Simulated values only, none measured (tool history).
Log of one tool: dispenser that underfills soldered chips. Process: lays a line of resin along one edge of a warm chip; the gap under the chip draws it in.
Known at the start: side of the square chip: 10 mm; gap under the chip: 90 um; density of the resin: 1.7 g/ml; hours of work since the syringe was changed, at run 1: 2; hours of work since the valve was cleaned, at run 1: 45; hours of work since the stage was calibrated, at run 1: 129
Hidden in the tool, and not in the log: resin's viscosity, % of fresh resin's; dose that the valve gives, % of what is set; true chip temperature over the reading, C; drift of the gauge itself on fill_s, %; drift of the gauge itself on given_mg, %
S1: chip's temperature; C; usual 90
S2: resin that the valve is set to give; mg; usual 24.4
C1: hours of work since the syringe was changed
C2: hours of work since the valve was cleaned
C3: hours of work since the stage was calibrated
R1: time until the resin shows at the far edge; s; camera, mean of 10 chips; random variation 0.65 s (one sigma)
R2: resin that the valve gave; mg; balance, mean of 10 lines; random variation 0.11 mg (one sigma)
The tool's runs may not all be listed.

run	hour	S1	S2	C1	C2	C3	R1	R2
1	0.0	90	24.4	2	45	129	66.4	23.55
2	5.5	90	24.4	6	48	133	77.7	23.43
3	8.0	90	24.4	7	50	134	82.5	23.49
# hour 9.2: new syringe of resin
4	12.4	90	24.4	2	53	137	65.9	23.58
5	18.1	90	24.4	6	56	141	78.6	23.31
6	21.0	90	20.8	8	58	143	84.7	19.96
# hour 21.6: new syringe of resin
7	25.9	90	20.8	3	61	145	69.7	19.94
8	31.0	96	24.4	6	64	149	58.4	23.35
# hour 34.3: new syringe of resin
9	34.9	103	24.4	0	67	151	33.5	23.27
10	39.9	103	24.4	4	70	154	38.6	23.12
11	44.3	90	24.4	6	73	157	80.7	23.16
# hour 47.0: new syringe of resin
12	49.2	90	24.4	1	76	160	66.8	23.17
13	53.1	90	24.4	4	78	163	75.9	23.03
14	58.6	90	24.4	7	82	166	87.2	23.04
# hour 59.3: new syringe of resin
15	62.4	90	24.4	2	84	168	66.8	23.12
16	65.9	90	26.0	4	86	171	72.1	24.11
17	71.0	90	26.0	7	90	174	82.7	24.16
# hour 71.7: new syringe of resin
18	75.5	90	26.0	2	92	177	67.7	24.44

Run 19 comes next. What will it give?
19	79.5	90	26.0	5	95	179	?	?

Run 19 gave R1 73.2 s, R2 24.29 mg.
Without the tool's hidden state the same run would have given R1 55.8 s, R2 26.06 mg.
